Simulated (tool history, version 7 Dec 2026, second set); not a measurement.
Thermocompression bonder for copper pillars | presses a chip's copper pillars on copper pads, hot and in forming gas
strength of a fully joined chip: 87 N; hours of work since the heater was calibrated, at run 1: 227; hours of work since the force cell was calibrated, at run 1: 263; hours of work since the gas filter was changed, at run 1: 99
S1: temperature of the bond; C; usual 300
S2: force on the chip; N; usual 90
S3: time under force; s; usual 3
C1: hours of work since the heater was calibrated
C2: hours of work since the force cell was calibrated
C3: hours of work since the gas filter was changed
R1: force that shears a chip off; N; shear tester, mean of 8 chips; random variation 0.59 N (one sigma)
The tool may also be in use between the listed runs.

| run | hour | S1 | S2 | S3 | C1 | C2 | C3 | R1 |
|---|---|---|---|---|---|---|---|---|
| 1 | 0.0 | 300 | 90 | 3 | 227 | 263 | 99 | 29.0 |
| 2 | 14.3 | 300 | 90 | 3 | 233 | 270 | 106 | 29.0 |
| 3 | 25.7 | 300 | 90 | 3 | 239 | 276 | 111 | 27.9 |
| 4 | 49.3 | 300 | 96 | 3 | 250 | 287 | 123 | 29.2 |
| 5 | 62.6 | 293 | 90 | 3 | 257 | 293 | 129 | 27.1 |
| 6 | 83.4 | 293 | 90 | 3 | 267 | 303 | 139 | 26.0 |
| 7 | 94.9 | 293 | 90 | 3 | 272 | 309 | 145 | 26.4 |
| 8 | 108.7 | 293 | 90 | 6 | 279 | 316 | 151 | 33.9 |
|  | 114.2 | forming gas filter changed |
| 9 | 127.6 | 293 | 90 | 6 | 288 | 325 | 7 | 37.8 |
| 10 | 141.6 | 293 | 90 | 6 | 295 | 331 | 13 | 37.5 |
| 11 | 161.7 | 293 | 90 | 6 | 304 | 341 | 23 | 37.9 |
| 12 | 177.8 | 300 | 70 | 3 | 312 | 349 | 31 | 24.6 |
| 13 | 191.1 | 300 | 70 | 3 | 319 | 355 | 37 | 22.9 |
| 14 | 210.4 | 300 | 70 | 3 | 328 | 365 | 47 | 23.0 |
| 15 | 221.5 | 300 | 90 | 3 | 333 | 370 | 52 | 29.2 |
| 16 | 243.3 | 300 | 90 | 3 | 344 | 380 | 62 | 29.7 |
| 17 | 264.5 | 282 | 78 | 3 | 354 | 391 | 73 | 20.9 |
| 18 | 286.7 | 282 | 78 | 2 | 365 | 401 | 83 | 17.5 |
| 19 | 297.6 | 282 | 78 | 2 | 370 | 407 | 89 | 17.4 |
| 20 | 310.7 | 293 | 90 | 2 | 376 | 413 | 95 | 23.6 |
| 21 | 332.8 | 300 | 90 | 3 | 387 | 424 | 106 | 27.2 |
| 22 | 352.0 | 300 | 90 | 3 | 396 | 433 | 115 | 27.1 |
| 23 | 362.3 | 300 | 90 | 3 | 401 | 438 | 120 | 28.1 |
| 24 | 385.7 | 304 | 70 | 7 | 413 | 449 | 131 | 31.3 |
| 25 | 395.7 | 304 | 70 | 7 | 418 | 454 | 136 | 32.1 |
| 26 | 411.9 | 300 | 70 | 3 | 425 | 462 | 144 | 20.7 |
| 27 | 428.9 | 300 | 70 | 3 | 434 | 470 | 152 | 21.0 |
|  | 431.9 | forming gas filter changed |
| 28 | 450.2 | 300 | 68 | 5 | 444 | 480 | 9 | 28.7 |
| 29 | 464.2 | 311 | 58 | 5 | 450 | 487 | 16 | 26.4 |
| 30 | 477.2 | 312 | 110 | 3 | 457 | 493 | 22 | 39.5 |
| 31 | 495.5 | 300 | 66 | 8 | 466 | 502 | 31 | 33.0 |

Hidden state at the last listed run before each entry between runs and at the first one after, where it differs:
Between runs 8 and 9: forming gas filter changed (hour 114.2)
  true temperature of the bond over the reading, C: -2.1 -> -2.2; oxide that the forming gas leaves, % of the face: 10 -> 0.95
  measured less the result without the state, R1: -4.9 -> -1.5 N
Between runs 27 and 28: forming gas filter changed (hour 431.9)
  true temperature of the bond over the reading, C: -3.3 -> -3.4; oxide that the forming gas leaves, % of the face: 10 -> 1.09
  measured less the result without the state, R1: -3.6 -> -1.8 N
